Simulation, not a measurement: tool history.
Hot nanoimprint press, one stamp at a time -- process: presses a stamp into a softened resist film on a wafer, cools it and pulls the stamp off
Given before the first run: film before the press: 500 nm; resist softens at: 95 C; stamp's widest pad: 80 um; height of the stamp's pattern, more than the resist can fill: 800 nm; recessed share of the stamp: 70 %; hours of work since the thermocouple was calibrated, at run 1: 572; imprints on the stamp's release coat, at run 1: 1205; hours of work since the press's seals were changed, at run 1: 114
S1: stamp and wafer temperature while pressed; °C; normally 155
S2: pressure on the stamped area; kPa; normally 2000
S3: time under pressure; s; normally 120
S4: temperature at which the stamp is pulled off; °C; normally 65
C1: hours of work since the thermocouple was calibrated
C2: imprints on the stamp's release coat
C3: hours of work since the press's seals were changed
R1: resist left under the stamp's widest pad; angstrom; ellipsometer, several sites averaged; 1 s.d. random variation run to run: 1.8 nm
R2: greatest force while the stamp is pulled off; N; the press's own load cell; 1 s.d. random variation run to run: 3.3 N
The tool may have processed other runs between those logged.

{"run": 1, "hour": 0.0, "S1": 155, "S2": 2000, "S3": 120, "S4": 65, "C1": 572, "C2": 1205, "C3": 114, "R1": 2506, "R2": 191}
{"hour": 4.6, "done": "plate thermocouple calibrated"}
{"run": 2, "hour": 19.7, "S1": 155, "S2": 2000, "S3": 170, "S4": 65, "C1": 9, "C2": 1247, "C3": 124, "R1": 2093, "R2": 191}
{"run": 3, "hour": 38.5, "S1": 155, "S2": 2510, "S3": 120, "S4": 65, "C1": 19, "C2": 1295, "C3": 135, "R1": 2140, "R2": 185}
{"run": 4, "hour": 49.7, "S1": 155, "S2": 2510, "S3": 120, "S4": 65, "C1": 26, "C2": 1324, "C3": 141, "R1": 2135, "R2": 182}
{"run": 5, "hour": 64.7, "S1": 155, "S2": 2510, "S3": 120, "S4": 65, "C1": 34, "C2": 1362, "C3": 149, "R1": 2095, "R2": 199}
{"hour": 79.2, "done": "plate thermocouple calibrated, once more"}
{"run": 6, "hour": 87.3, "S1": 155, "S2": 2810, "S3": 120, "S4": 65, "C1": 5, "C2": 1412, "C3": 161, "R1": 2402, "R2": 218}
{"run": 7, "hour": 107.3, "S1": 155, "S2": 2810, "S3": 120, "S4": 65, "C1": 16, "C2": 1463, "C3": 172, "R1": 2402, "R2": 216}
{"run": 8, "hour": 125.6, "S1": 155, "S2": 2000, "S3": 120, "S4": 65, "C1": 26, "C2": 1510, "C3": 182, "R1": 2767, "R2": 222}
{"run": 9, "hour": 142.0, "S1": 155, "S2": 2000, "S3": 92, "S4": 65, "C1": 36, "C2": 1551, "C3": 192, "R1": 3013, "R2": 217}
{"run": 10, "hour": 158.3, "S1": 155, "S2": 2000, "S3": 92, "S4": 67, "C1": 45, "C2": 1593, "C3": 201, "R1": 3003, "R2": 216}
{"run": 11, "hour": 176.2, "S1": 155, "S2": 2000, "S3": 92, "S4": 67, "C1": 55, "C2": 1639, "C3": 211, "R1": 2980, "R2": 216}
{"run": 12, "hour": 185.4, "S1": 155, "S2": 2000, "S3": 162, "S4": 65, "C1": 60, "C2": 1662, "C3": 216, "R1": 2516, "R2": 234}
{"run": 13, "hour": 198.9, "S1": 155, "S2": 2000, "S3": 162, "S4": 65, "C1": 68, "C2": 1696, "C3": 224, "R1": 2450, "R2": 231}
{"run": 14, "hour": 210.4, "S1": 155, "S2": 2000, "S3": 64, "S4": 65, "C1": 75, "C2": 1726, "C3": 231, "R1": 3296, "R2": 238}
{"run": 15, "hour": 219.3, "S1": 155, "S2": 2000, "S3": 64, "S4": 65, "C1": 80, "C2": 1749, "C3": 236, "R1": 3291, "R2": 232}
{"run": 16, "hour": 232.6, "S1": 155, "S2": 2000, "S3": 75, "S4": 64, "C1": 87, "C2": 1782, "C3": 243, "R1": 3208, "R2": 242}
{"run": 17, "hour": 247.0, "S1": 155, "S2": 2000, "S3": 75, "S4": 64, "C1": 96, "C2": 1819, "C3": 252, "R1": 3154, "R2": 246}
{"run": 18, "hour": 259.6, "S1": 155, "S2": 2030, "S3": 75, "S4": 66, "C1": 103, "C2": 1851, "C3": 259, "R1": 3129, "R2": 231}
{"run": 19, "hour": 270.8, "S1": 155, "S2": 2000, "S3": 169, "S4": 50, "C1": 109, "C2": 1880, "C3": 265, "R1": 2403, "R2": 349}
{"run": 20, "hour": 280.8, "S1": 150, "S2": 2290, "S3": 120, "S4": 65, "C1": 115, "C2": 1905, "C3": 271, "R1": 3170, "R2": 228}
{"hour": 303.1, "done": "stamp cleaned and given a new release coat"}
{"run": 21, "hour": 303.1, "S1": 150, "S2": 2290, "S3": 120, "S4": 65, "C1": 124, "C2": 0, "C3": 280, "R1": 3173, "R2": 156}
{"run": 22, "hour": 318.8, "S1": 150, "S2": 2860, "S3": 120, "S4": 51, "C1": 133, "C2": 40, "C3": 289, "R1": 2906, "R2": 221}
{"run": 23, "hour": 333.9, "S1": 146, "S2": 1400, "S3": 62, "S4": 51, "C1": 142, "C2": 79, "C3": 298, "R1": 4527, "R2": 209}
{"run": 24, "hour": 342.2, "S1": 167, "S2": 2000, "S3": 198, "S4": 63, "C1": 146, "C2": 100, "C3": 302, "R1": 1285, "R2": 166}
{"run": 25, "hour": 351.5, "S1": 151, "S2": 2000, "S3": 198, "S4": 53, "C1": 152, "C2": 123, "C3": 308, "R1": 2779, "R2": 220}
{"run": 26, "hour": 369.7, "S1": 167, "S2": 2000, "S3": 204, "S4": 53, "C1": 162, "C2": 170, "C3": 318, "R1": 1266, "R2": 212}
{"run": 27, "hour": 383.9, "S1": 155, "S2": 1270, "S3": 120, "S4": 54, "C1": 170, "C2": 206, "C3": 326, "R1": 3222, "R2": 219}
{"run": 28, "hour": 393.5, "S1": 155, "S2": 1270, "S3": 120, "S4": 54, "C1": 176, "C2": 230, "C3": 332, "R1": 3191, "R2": 220}
{"run": 29, "hour": 410.8, "S1": 155, "S2": 1270, "S3": 120, "S4": 54, "C1": 185, "C2": 275, "C3": 341, "R1": 3206, "R2": 220}

Selected run-to-run steps in R1, each split into two signed amounts: the part the tool would show with no hidden state at all (from settings, incoming material and random variation), and the remainder, which goes to the hidden state together with any gauge scatter not common to the measured and the hidden-state-free results:
Hidden conditions of the tool in this case: true temperature over the reading, C; pressure that arrives at the usual setting, %; grip of the stamp's worn release coat, % over a new coat's; drift of the gauge itself on residual_nm, %; drift of the gauge itself on pull_off_n, %.
Run 1 -> 2: S3 120 -> 170, plate thermocouple calibrated. R1 -413 angstrom: hidden state -94, all else -319.
Run 5 -> 6: S2 2510 -> 2810, plate thermocouple calibrated, once more. R1 +307 angstrom: hidden state +408, all else -101.
Run 23 -> 24: S1 146 -> 167, S2 1400 -> 2000, S3 62 -> 198, S4 51 -> 63. R1 -3242 angstrom: hidden state +5, all else -3247.
Run 26 -> 27: S1 167 -> 155, S2 2000 -> 1270, S3 204 -> 120, S4 53 -> 54. R1 +1956 angstrom: hidden state -61, all else +2017.

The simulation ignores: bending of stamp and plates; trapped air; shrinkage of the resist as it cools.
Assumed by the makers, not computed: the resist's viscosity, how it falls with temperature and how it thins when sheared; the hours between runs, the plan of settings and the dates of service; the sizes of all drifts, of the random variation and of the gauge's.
